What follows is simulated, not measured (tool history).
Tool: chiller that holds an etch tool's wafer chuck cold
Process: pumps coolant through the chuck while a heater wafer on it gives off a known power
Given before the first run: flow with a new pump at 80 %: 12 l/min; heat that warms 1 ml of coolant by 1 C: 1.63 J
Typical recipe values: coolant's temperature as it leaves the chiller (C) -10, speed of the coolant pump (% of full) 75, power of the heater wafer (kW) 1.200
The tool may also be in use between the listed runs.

run	hour	coolant's temperature as it leaves the chiller (C)	speed of the coolant pump (% of full)	power of the heater wafer (kW)	chuck's temperature once it has settled (C)	how much warmer the coolant comes back (C)
1	0.0	-10	75	1.200	5.8	3.99
2	27.4	-10	75	1.200	6.0	3.93
3	87.2	-10	75	1.200	5.9	3.98
4	126.3	-10	75	1.200	6.1	3.93
5	175.5	-10	75	1.200	6.1	4.00
6	233.6	-10	75	1.200	6.1	4.00
7	281.7	-10	69	1.200	7.1	4.35
8	339.3	-10	69	1.200	7.1	4.36
9	397.0	-10	69	1.200	7.2	4.38
10	429.6	-10	69	1.200	7.1	4.34
11	480.6	-10	69	1.200	7.4	4.35
12	532.3	-10	75	0.894	2.5	2.97
13	574.3	-10	75	0.894	2.3	2.99
14	631.0	-5	96	1.235	9.3	3.13
15	662.7	-5	96	1.235	9.3	3.14
16	706.7	-17	84	0.832	-6.4	2.48
17	758.9	-18	91	1.393	-1.2	3.79
18	803.1	-2	75	0.656	7.0	2.21
19	848.7	-11	79	1.481	8.9	4.67
20	899.3	-11	79	1.481	8.6	4.69
21	932.0	-15	79	1.472	4.7	4.65

Results per run with the tool's hidden condition removed, run-to-run variation unchanged:
Hidden state at play: heat passed by the chuck's channels, % of clean ones'; flow at a given pump speed, % of a new pump's; coolant's true temperature over the reading, C; drift of the gauge itself on chuck_c, C; drift of the gauge itself on warmer_back_c, C.
run	chuck's temperature once it has settled (C)	how much warmer the coolant comes back (C)
1	5.1	3.98
2	5.3	3.91
3	5.1	3.96
4	5.3	3.91
5	5.2	3.97
6	5.2	3.97
7	6.1	4.32
8	6.1	4.33
9	6.1	4.34
10	6.0	4.30
11	6.2	4.31
12	1.5	2.94
13	1.3	2.96
14	8.1	3.10
15	8.2	3.10
16	-7.4	2.45
17	-2.5	3.74
18	6.0	2.18
19	7.3	4.60
20	7.0	4.62
21	3.1	4.58
